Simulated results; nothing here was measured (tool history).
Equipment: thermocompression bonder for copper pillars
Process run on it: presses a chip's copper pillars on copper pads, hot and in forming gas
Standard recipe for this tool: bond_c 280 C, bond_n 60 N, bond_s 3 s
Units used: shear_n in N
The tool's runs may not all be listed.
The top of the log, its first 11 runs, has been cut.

| run | day | bond_c | bond_n | bond_s | hours of work since the heater was calibrated | hours of work since the force cell was calibrated | hours of work since the gas filter was changed | shear_n |
|---|---|---|---|---|---|---|---|---|
| 12 | 12.229 | 280 | 60 | 3 | 753 | 474 | 89 | 40.5 |
| 13 | 12.996 | 280 | 60 | 3 | 761 | 481 | 96 | 40.5 |
| 14 | 14.550 | 280 | 60 | 3 | 776 | 496 | 111 | 40.8 |
|  | 14.679 | forming gas filter changed |
| 15 | 15.417 | 280 | 60 | 3 | 784 | 504 | 7 | 41.0 |
| 16 | 16.350 | 280 | 60 | 3 | 793 | 513 | 16 | 40.8 |
| 17 | 17.142 | 280 | 60 | 3 | 800 | 521 | 24 | 40.5 |
| 18 | 18.638 | 280 | 60 | 3 | 815 | 535 | 38 | 39.8 |
| 19 | 20.212 | 280 | 60 | 6 | 830 | 550 | 53 | 52.0 |
| 20 | 21.292 | 271 | 60 | 3 | 840 | 561 | 64 | 37.4 |
| 21 | 22.367 | 297 | 60 | 3 | 850 | 571 | 74 | 47.6 |
| 22 | 23.088 | 297 | 60 | 3 | 857 | 578 | 81 | 47.2 |
| 23 | 23.971 | 297 | 60 | 3 | 866 | 587 | 89 | 47.2 |
| 24 | 25.079 | 272 | 76 | 4 | 877 | 597 | 100 | 48.0 |

Estimate the outcome of run 25 from the log above:
| 25 | 25.808 | 272 | 76 | 4 | 884 | 604 | 107 | ? |

shear_n: 47.0 N
With no hidden state in the tool, this same run would have given shear_n 47.2 N.
